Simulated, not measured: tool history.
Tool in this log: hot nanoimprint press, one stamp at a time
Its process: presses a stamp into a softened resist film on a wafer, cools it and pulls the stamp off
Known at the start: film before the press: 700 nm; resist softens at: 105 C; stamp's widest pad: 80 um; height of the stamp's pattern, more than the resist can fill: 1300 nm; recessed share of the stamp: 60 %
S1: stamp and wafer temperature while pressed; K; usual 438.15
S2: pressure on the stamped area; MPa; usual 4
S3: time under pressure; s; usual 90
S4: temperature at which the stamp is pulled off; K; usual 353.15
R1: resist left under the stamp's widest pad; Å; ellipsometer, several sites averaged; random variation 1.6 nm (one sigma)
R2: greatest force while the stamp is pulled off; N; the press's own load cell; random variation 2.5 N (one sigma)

{"run": 1, "hour": 0.0, "S1": 438.15, "S2": 4, "S3": 90, "S4": 353.15, "R1": 2430, "R2": 166}
{"run": 2, "hour": 27.9, "S1": 438.15, "S2": 4, "S3": 90, "S4": 353.15, "R1": 2417, "R2": 168}
{"run": 3, "hour": 44.5, "S1": 438.15, "S2": 3.19, "S3": 90, "S4": 353.15, "R1": 2753, "R2": 168}
{"run": 4, "hour": 67.5, "S1": 438.15, "S2": 5.86, "S3": 90, "S4": 353.15, "R1": 1977, "R2": 170}
{"run": 5, "hour": 83.4, "S1": 438.15, "S2": 5.86, "S3": 90, "S4": 353.15, "R1": 1978, "R2": 176}
{"run": 6, "hour": 106.1, "S1": 438.15, "S2": 5.86, "S3": 90, "S4": 353.15, "R1": 1967, "R2": 173}
{"hour": 127.9, "done": "plate thermocouple calibrated"}
{"run": 7, "hour": 128.0, "S1": 438.15, "S2": 5.86, "S3": 90, "S4": 353.15, "R1": 2128, "R2": 184}
{"run": 8, "hour": 147.0, "S1": 438.15, "S2": 5.86, "S3": 90, "S4": 353.15, "R1": 2122, "R2": 190}
{"run": 9, "hour": 175.0, "S1": 438.15, "S2": 5.86, "S3": 90, "S4": 353.15, "R1": 2123, "R2": 189}
{"run": 10, "hour": 189.1, "S1": 447.15, "S2": 2.82, "S3": 90, "S4": 353.15, "R1": 1960, "R2": 190}
{"hour": 201.6, "done": "stamp cleaned and given a new release coat"}
{"run": 11, "hour": 212.7, "S1": 447.15, "S2": 2.82, "S3": 90, "S4": 353.15, "R1": 1949, "R2": 113}
{"run": 12, "hour": 228.1, "S1": 443.15, "S2": 4.24, "S3": 50, "S4": 341.15, "R1": 2381, "R2": 155}
{"run": 13, "hour": 243.6, "S1": 443.15, "S2": 4.24, "S3": 50, "S4": 341.15, "R1": 2341, "R2": 160}
{"run": 14, "hour": 262.5, "S1": 443.15, "S2": 4.24, "S3": 50, "S4": 341.15, "R1": 2369, "R2": 160}
{"run": 15, "hour": 288.5, "S1": 449.15, "S2": 4.24, "S3": 72, "S4": 341.15, "R1": 1503, "R2": 163}

Each row is a separate what-if for the run after 15, all from the same tool condition, not one after another. Results?
{"run": "A", "hour": 311.6, "S1": 434.15, "S2": 4.24, "S3": 114, "S4": 341.15, "R1": "?", "R2": "?"}
{"run": "B", "hour": 311.6, "S1": 450.15, "S2": 4, "S3": 90, "S4": 353.15, "R1": "?", "R2": "?"}
{"run": "C", "hour": 311.6, "S1": 438.15, "S2": 4.05, "S3": 90, "S4": 339.15, "R1": "?", "R2": "?"}

run=A R1=2888 R2=167
run=B R1=1369 R2=124
run=C R1=2535 R2=177
Stripped of hidden state, with their random variation kept, the same runs would have yielded:
run=A R1=2807 R2=150
run=B R1=1328 R2=112
run=C R1=2465 R2=159
